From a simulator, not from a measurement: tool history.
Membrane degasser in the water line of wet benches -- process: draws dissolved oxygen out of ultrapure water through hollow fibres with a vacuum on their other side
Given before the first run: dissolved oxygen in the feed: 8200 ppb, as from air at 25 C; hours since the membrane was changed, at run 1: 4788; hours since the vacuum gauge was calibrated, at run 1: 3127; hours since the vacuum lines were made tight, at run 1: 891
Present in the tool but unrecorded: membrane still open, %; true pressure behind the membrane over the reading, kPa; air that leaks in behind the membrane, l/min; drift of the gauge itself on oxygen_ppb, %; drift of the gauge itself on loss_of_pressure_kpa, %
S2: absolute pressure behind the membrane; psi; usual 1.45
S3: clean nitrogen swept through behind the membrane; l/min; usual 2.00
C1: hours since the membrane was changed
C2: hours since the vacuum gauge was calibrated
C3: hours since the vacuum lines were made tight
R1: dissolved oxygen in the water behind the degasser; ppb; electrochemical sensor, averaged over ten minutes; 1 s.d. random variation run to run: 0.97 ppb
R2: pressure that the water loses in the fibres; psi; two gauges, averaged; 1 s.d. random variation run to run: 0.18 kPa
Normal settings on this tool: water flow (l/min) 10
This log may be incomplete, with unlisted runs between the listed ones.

Run 1, hour 0.0: usual settings; C1 4788; C2 3127; C3 891. Result: R1 92.5 ppb, R2 4.798 psi.
Run 2, hour 119.2: usual settings; C1 4907; C2 3247; C3 1010. Result: R1 92.5 ppb, R2 4.773 psi.
Run 3, hour 290.6: usual settings; C1 5079; C2 3418; C3 1181. Result: R1 92.2 ppb, R2 4.762 psi.
Run 4, hour 436.9: usual settings; C1 5225; C2 3564; C3 1327. Result: R1 92.1 ppb, R2 4.762 psi.
Run 5, hour 611.0: usual settings; C1 5399; C2 3738; C3 1502. Result: R1 93.7 ppb, R2 4.811 psi.
Run 6, hour 793.7: usual settings; C1 5582; C2 3921; C3 1684. Result: R1 92.4 ppb, R2 4.825 psi.
Run 7, hour 980.5: usual settings; C1 5768; C2 4108; C3 1871. Result: R1 92.9 ppb, R2 4.828 psi.
At hour 1039.9: vacuum gauge calibrated.
Run 8, hour 1106.0: usual settings but S2 2.13 psi; C1 5893; C2 66; C3 1996. Result: R1 149.2 ppb, R2 4.838 psi.
Run 9, hour 1266.0: usual settings but S2 2.13 psi; C1 6053; C2 226; C3 2156. Result: R1 148.6 ppb, R2 4.875 psi.
Run 10, hour 1419.1: usual settings but S2 2.13 psi; C1 6206; C2 379; C3 2309. Result: R1 149.1 ppb, R2 4.834 psi.
Run 11, hour 1571.5: usual settings but S2 2.13 psi; C1 6359; C2 532; C3 2462. Result: R1 148.0 ppb, R2 4.830 psi.
Run 12, hour 1714.0: usual settings; C1 6501; C2 674; C3 2604. Result: R1 91.7 ppb, R2 4.885 psi.
Run 13, hour 1798.0: usual settings; C1 6585; C2 758; C3 2688. Result: R1 93.4 ppb, R2 4.780 psi.
Run 14, hour 1983.5: usual settings but S3 1.23 l/min; C1 6771; C2 944; C3 2874. Result: R1 143.1 ppb, R2 4.846 psi.
Run 15, hour 2130.2: usual settings but S3 1.23 l/min; C1 6918; C2 1090; C3 3020. Result: R1 142.0 ppb, R2 4.844 psi.
Run 16, hour 2244.9: usual settings; C1 7032; C2 1205; C3 3135. Result: R1 92.3 ppb, R2 4.899 psi.
Run 17, hour 2400.5: usual settings; C1 7188; C2 1361; C3 3291. Result: R1 91.9 ppb, R2 4.862 psi.
Run 18, hour 2524.2: usual settings but S2 2.29 psi; C1 7312; C2 1484; C3 3414. Result: R1 162.7 ppb, R2 4.867 psi.
Run 19, hour 2634.2: usual settings but water flow (l/min) 14, S2 0.90 psi, S3 1.02 l/min; C1 7422; C2 1594; C3 3524. Result: R1 130.2 ppb, R2 6.839 psi.
Run 20, hour 2718.1: usual settings but S2 1.64 psi, S3 1.39 l/min; C1 7506; C2 1678; C3 3608. Result: R1 148.5 ppb, R2 4.870 psi.
At hour 2759.4: seals of the vacuum lines changed.
Run 21, hour 2891.7: usual settings but water flow (l/min) 9; C1 7677; C2 1850; C3 132. Result: R1 82.1 ppb, R2 4.419 psi.
Run 22, hour 3064.3: usual settings but water flow (l/min) 15, S2 2.49 psi, S3 1.76 l/min; C1 7850; C2 2022; C3 305. Result: R1 313.8 ppb, R2 7.387 psi.
Run 23, hour 3161.4: usual settings but water flow (l/min) 15, S2 2.49 psi, S3 1.76 l/min; C1 7947; C2 2120; C3 402. Result: R1 323.3 ppb, R2 7.369 psi.
At hour 3273.1: gauge calibrated.
Run 24, hour 3294.2: usual settings but water flow (l/min) 13, S2 1.49 psi, S3 5.51 l/min; C1 8080; C2 2252; C3 535. Result: R1 69.4 ppb, R2 6.247 psi.
Run 25, hour 3482.2: usual settings but water flow (l/min) 13, S2 1.49 psi, S3 5.51 l/min; C1 8268; C2 2440; C3 723. Result: R1 68.5 ppb, R2 6.237 psi.
Run 26, hour 3660.4: usual settings but S2 1.26 psi, S3 1.27 l/min; C1 8446; C2 2618; C3 901. Result: R1 114.1 ppb, R2 4.853 psi.
Run 27, hour 3753.4: usual settings but S2 1.26 psi, S3 1.27 l/min; C1 8539; C2 2712; C3 994. Result: R1 115.2 ppb, R2 4.853 psi.
Run 28, hour 3845.9: usual settings but S2 1.15 psi, S3 1.27 l/min; C1 8631; C2 2804; C3 1087. Result: R1 99.3 ppb, R2 4.760 psi.
Run 29, hour 3990.2: usual settings but S2 2.76 psi, S3 1.98 l/min; C1 8776; C2 2948; C3 1231. Result: R1 198.7 ppb, R2 4.818 psi.
Run 30, hour 4142.5: usual settings but S2 2.76 psi, S3 1.98 l/min; C1 8928; C2 3101; C3 1383. Result: R1 201.2 ppb, R2 4.834 psi.
Run 31, hour 4233.6: usual settings but S2 3.22 psi, S3 1.86 l/min; C1 9019; C2 3192; C3 1474. Result: R1 250.0 ppb, R2 4.791 psi.
Run 32, hour 4352.1: usual settings but S2 3.22 psi, S3 1.86 l/min; C1 9137; C2 3310; C3 1593. Result: R1 253.5 ppb, R2 4.808 psi.
Run 33, hour 4544.4: usual settings but S2 3.22 psi, S3 1.86 l/min; C1 9330; C2 3503; C3 1785. Result: R1 251.9 ppb, R2 4.862 psi.

How the hidden state differs across the entries between the runs, from the last listed run before each to the first after it:
After run 7, before run 8: vacuum gauge calibrated (hour 1039.9)
  drift of the gauge itself on loss_of_pressure_kpa, %: 0.82 -> 0.92
  measured value less the no-hidden-state value, R2: +0.046 -> +0.051 psi
After run 20, before run 21: seals of the vacuum lines changed (hour 2759.4)
  air that leaks in behind the membrane, l/min: 0.0023 -> 0.002; drift of the gauge itself on loss_of_pressure_kpa, %: 2.27 -> 2.41
  measured value less the no-hidden-state value, R2: +0.117 -> +0.113 psi
After run 23, before run 24: gauge calibrated (hour 3273.1)
  air that leaks in behind the membrane, l/min: 0.002 -> 0.0021; drift of the gauge itself on loss_of_pressure_kpa, %: 2.64 -> 0.02
  measured value less the no-hidden-state value, R2: +0.203 -> +0.013 psi
